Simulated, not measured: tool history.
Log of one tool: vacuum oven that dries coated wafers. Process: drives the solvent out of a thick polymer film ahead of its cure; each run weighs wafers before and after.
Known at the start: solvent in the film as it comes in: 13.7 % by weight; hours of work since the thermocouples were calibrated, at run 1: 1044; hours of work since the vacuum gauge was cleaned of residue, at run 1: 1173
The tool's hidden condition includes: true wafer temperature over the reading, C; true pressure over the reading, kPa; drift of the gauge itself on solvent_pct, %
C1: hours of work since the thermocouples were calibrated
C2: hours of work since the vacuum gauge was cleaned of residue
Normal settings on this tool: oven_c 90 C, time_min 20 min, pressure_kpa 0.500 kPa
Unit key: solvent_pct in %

{"run": 1, "hour": 0.0, "oven_c": 90, "time_min": 20, "pressure_kpa": 0.5, "C1": 1044, "C2": 1173, "solvent_pct": 1.99}
{"hour": 13.8, "done": "oven's thermocouples calibrated"}
{"run": 2, "hour": 38.1, "oven_c": 90, "time_min": 20, "pressure_kpa": 0.5, "C1": 19, "C2": 1201, "solvent_pct": 1.7}
{"run": 3, "hour": 64.3, "oven_c": 90, "time_min": 22, "pressure_kpa": 0.5, "C1": 40, "C2": 1222, "solvent_pct": 1.48}
{"run": 4, "hour": 100.7, "oven_c": 90, "time_min": 22, "pressure_kpa": 0.5, "C1": 69, "C2": 1251, "solvent_pct": 1.5}
{"run": 5, "hour": 129.2, "oven_c": 90, "time_min": 22, "pressure_kpa": 0.336, "C1": 92, "C2": 1274, "solvent_pct": 1.41}
{"run": 6, "hour": 144.7, "oven_c": 90, "time_min": 13, "pressure_kpa": 0.5, "C1": 104, "C2": 1287, "solvent_pct": 3.21}
{"run": 7, "hour": 176.8, "oven_c": 90, "time_min": 20, "pressure_kpa": 0.5, "C1": 130, "C2": 1312, "solvent_pct": 1.73}
{"run": 8, "hour": 206.3, "oven_c": 90, "time_min": 20, "pressure_kpa": 0.5, "C1": 154, "C2": 1336, "solvent_pct": 1.78}
{"run": 9, "hour": 242.9, "oven_c": 93, "time_min": 20, "pressure_kpa": 0.5, "C1": 183, "C2": 1365, "solvent_pct": 1.23}
{"run": 10, "hour": 261.0, "oven_c": 90, "time_min": 20, "pressure_kpa": 0.26, "C1": 197, "C2": 1379, "solvent_pct": 1.68}
{"run": 11, "hour": 278.0, "oven_c": 90, "time_min": 20, "pressure_kpa": 0.26, "C1": 211, "C2": 1393, "solvent_pct": 1.67}
{"run": 12, "hour": 308.9, "oven_c": 90, "time_min": 20, "pressure_kpa": 0.26, "C1": 236, "C2": 1418, "solvent_pct": 1.7}
{"run": 13, "hour": 341.5, "oven_c": 90, "time_min": 20, "pressure_kpa": 1.153, "C1": 262, "C2": 1444, "solvent_pct": 2.06}
{"run": 14, "hour": 360.9, "oven_c": 105, "time_min": 20, "pressure_kpa": 0.5, "C1": 277, "C2": 1459, "solvent_pct": 0.34}
{"run": 15, "hour": 377.6, "oven_c": 80, "time_min": 20, "pressure_kpa": 0.5, "C1": 290, "C2": 1473, "solvent_pct": 4.11}
{"run": 16, "hour": 408.1, "oven_c": 90, "time_min": 20, "pressure_kpa": 1.918, "C1": 315, "C2": 1497, "solvent_pct": 2.41}
{"run": 17, "hour": 434.3, "oven_c": 90, "time_min": 20, "pressure_kpa": 0.61, "C1": 336, "C2": 1518, "solvent_pct": 1.87}
{"run": 18, "hour": 470.8, "oven_c": 90, "time_min": 20, "pressure_kpa": 0.61, "C1": 365, "C2": 1547, "solvent_pct": 1.84}
{"run": 19, "hour": 497.8, "oven_c": 90, "time_min": 20, "pressure_kpa": 0.61, "C1": 386, "C2": 1569, "solvent_pct": 1.9}
{"run": 20, "hour": 533.7, "oven_c": 90, "time_min": 20, "pressure_kpa": 0.61, "C1": 415, "C2": 1597, "solvent_pct": 1.91}
{"run": 21, "hour": 566.3, "oven_c": 90, "time_min": 20, "pressure_kpa": 0.61, "C1": 441, "C2": 1623, "solvent_pct": 1.95}
{"run": 22, "hour": 585.7, "oven_c": 90, "time_min": 20, "pressure_kpa": 0.61, "C1": 457, "C2": 1639, "solvent_pct": 1.86}
{"run": 23, "hour": 614.7, "oven_c": 90, "time_min": 20, "pressure_kpa": 0.5, "C1": 480, "C2": 1662, "solvent_pct": 1.89}
{"run": 24, "hour": 644.8, "oven_c": 90, "time_min": 20, "pressure_kpa": 0.5, "C1": 504, "C2": 1686, "solvent_pct": 1.91}
{"hour": 649.6, "done": "vacuum gauge cleaned of residue and calibrated"}
{"run": 25, "hour": 674.9, "oven_c": 86, "time_min": 20, "pressure_kpa": 0.663, "C1": 527, "C2": 20, "solvent_pct": 2.89}
{"run": 26, "hour": 709.8, "oven_c": 86, "time_min": 20, "pressure_kpa": 0.663, "C1": 555, "C2": 48, "solvent_pct": 2.89}
{"run": 27, "hour": 730.7, "oven_c": 86, "time_min": 20, "pressure_kpa": 0.663, "C1": 571, "C2": 65, "solvent_pct": 2.92}
{"run": 28, "hour": 762.9, "oven_c": 90, "time_min": 31, "pressure_kpa": 1.45, "C1": 597, "C2": 91, "solvent_pct": 1.49}
{"run": 29, "hour": 785.1, "oven_c": 77, "time_min": 36, "pressure_kpa": 0.614, "C1": 615, "C2": 108, "solvent_pct": 3.07}
{"hour": 792.3, "done": "vacuum gauge cleaned of residue and calibrated, once more"}
{"run": 30, "hour": 807.0, "oven_c": 84, "time_min": 35, "pressure_kpa": 0.49, "C1": 631, "C2": 12, "solvent_pct": 1.25}
{"run": 31, "hour": 828.6, "oven_c": 90, "time_min": 22, "pressure_kpa": 1.455, "C1": 648, "C2": 29, "solvent_pct": 1.88}
{"run": 32, "hour": 862.4, "oven_c": 90, "time_min": 22, "pressure_kpa": 1.455, "C1": 675, "C2": 56, "solvent_pct": 1.88}
{"run": 33, "hour": 897.2, "oven_c": 84, "time_min": 14, "pressure_kpa": 0.905, "C1": 703, "C2": 84, "solvent_pct": 4.6}
{"run": 34, "hour": 929.8, "oven_c": 84, "time_min": 14, "pressure_kpa": 0.905, "C1": 729, "C2": 110, "solvent_pct": 4.62}
{"run": 35, "hour": 961.4, "oven_c": 84, "time_min": 23, "pressure_kpa": 1.251, "C1": 754, "C2": 135, "solvent_pct": 2.94}
{"run": 36, "hour": 991.1, "oven_c": 84, "time_min": 23, "pressure_kpa": 1.251, "C1": 778, "C2": 159, "solvent_pct": 2.97}
{"run": 37, "hour": 1015.8, "oven_c": 99, "time_min": 24, "pressure_kpa": 0.284, "C1": 798, "C2": 178, "solvent_pct": 0.33}
{"run": 38, "hour": 1047.3, "oven_c": 90, "time_min": 31, "pressure_kpa": 0.974, "C1": 823, "C2": 204, "solvent_pct": 0.99}
{"run": 39, "hour": 1076.9, "oven_c": 101, "time_min": 20, "pressure_kpa": 0.991, "C1": 847, "C2": 227, "solvent_pct": 0.63}
{"run": 40, "hour": 1105.2, "oven_c": 90, "time_min": 11, "pressure_kpa": 0.5, "C1": 869, "C2": 250, "solvent_pct": 3.95}
{"run": 41, "hour": 1138.0, "oven_c": 90, "time_min": 14, "pressure_kpa": 1.411, "C1": 895, "C2": 276, "solvent_pct": 3.45}
{"run": 42, "hour": 1172.5, "oven_c": 90, "time_min": 14, "pressure_kpa": 1.411, "C1": 923, "C2": 304, "solvent_pct": 3.38}
{"run": 43, "hour": 1210.1, "oven_c": 82, "time_min": 20, "pressure_kpa": 0.439, "C1": 953, "C2": 334, "solvent_pct": 3.68}
{"run": 44, "hour": 1242.8, "oven_c": 79, "time_min": 14, "pressure_kpa": 0.309, "C1": 979, "C2": 360, "solvent_pct": 5.76}
{"run": 45, "hour": 1280.2, "oven_c": 79, "time_min": 14, "pressure_kpa": 0.309, "C1": 1009, "C2": 390, "solvent_pct": 5.72}
{"run": 46, "hour": 1315.7, "oven_c": 93, "time_min": 12, "pressure_kpa": 0.653, "C1": 1037, "C2": 418, "solvent_pct": 3.05}
{"hour": 1339.6, "done": "oven's thermocouples calibrated"}
{"run": 47, "hour": 1353.2, "oven_c": 80, "time_min": 22, "pressure_kpa": 0.656, "C1": 11, "C2": 446, "solvent_pct": 3.66}

What if the next run were any one of these 4? Each begins from the tool's condition after run 47:
{"run": "A", "hour": 1384.1, "oven_c": 82, "time_min": 19, "pressure_kpa": 0.43, "C1": 35, "C2": 471, "solvent_pct": "?"}
{"run": "B", "hour": 1384.1, "oven_c": 80, "time_min": 24, "pressure_kpa": 0.656, "C1": 35, "C2": 471, "solvent_pct": "?"}
{"run": "C", "hour": 1384.1, "oven_c": 87, "time_min": 20, "pressure_kpa": 0.5, "C1": 35, "C2": 471, "solvent_pct": "?"}
{"run": "D", "hour": 1384.1, "oven_c": 90, "time_min": 20, "pressure_kpa": 0.747, "C1": 35, "C2": 471, "solvent_pct": "?"}

run=A solvent_pct=3.63
run=B solvent_pct=3.36
run=C solvent_pct=2.33
run=D solvent_pct=1.83
Take away the tool's hidden state, keep each run's random variation, and the runs would have read:
run=A solvent_pct=3.51
run=B solvent_pct=3.23
run=C solvent_pct=2.22
run=D solvent_pct=1.73
